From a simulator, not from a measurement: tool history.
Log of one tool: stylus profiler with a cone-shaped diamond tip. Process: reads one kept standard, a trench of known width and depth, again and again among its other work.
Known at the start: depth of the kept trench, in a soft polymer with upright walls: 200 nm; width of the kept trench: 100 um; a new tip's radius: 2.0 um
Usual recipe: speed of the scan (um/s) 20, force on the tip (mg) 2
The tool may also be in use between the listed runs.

run,hour,speed of the scan (um/s),force on the tip (mg),depth of the trench (angstrom),width of the trench's floor (µm)
1,0,20,2,2024.7,97.54
2,34.4,20,2,2024.3,97.55
3,78.6,20,2,2025.4,97.54
4,158.1,20,5.09,2040,97.58
5,198.6,20,1.18,2014.6,97.47
6,274.8,20,1.18,2015.5,97.48
7,326.4,20,1.18,2014.3,97.46
8,390.8,31,2,2021.7,97.4
9,458.6,12,2,2022.1,97.47
10,509.1,12,2,2022.8,97.52
11,549.6,12,2,2021.6,97.48
12,594.9,12,2,2022.9,97.46
13,630.6,20,2,2022.2,97.35
14,702.4,9,1.25,2017.5,97.4
15,749.1,6,1.25,2017.7,97.4
16,793.7,13,2.22,2024.7,97.32
17,863.6,30,2.66,2027.8,97.27
18,931.8,30,4.42,2038.9,97.23
19,1015.2,33,0.99,2015.4,97.09
20,1066.3,33,0.99,2015.4,97.07
21,1121.6,8,3.45,2033.9,97.32
22,1157.4,8,3.45,2033.6,97.29
23,1217.3,8,3.45,2034.9,97.32
24,1276.2,20,1.67,2022.5,97.13
25,1356,20,4.97,2042.6,97.15
26,1391.8,6,2,2025.1,97.18

Put back what was entered between runs (1 entry, withheld): which listed runs does each sit between, and how does the hidden state differ from the listed run before to the listed run after?
After run 3, before run 4: height scale calibrated on a step standard (hour 128.6)
  radius of the tip, um: 3.4 -> 3.48; height scale over the true one, %: 0.163 -> -0.017
  the result without the hidden state subtracted from the measured one, depth of the trench (angstrom): +3.3 -> -0.3; width of the trench's floor (µm): -0.55 -> -0.58
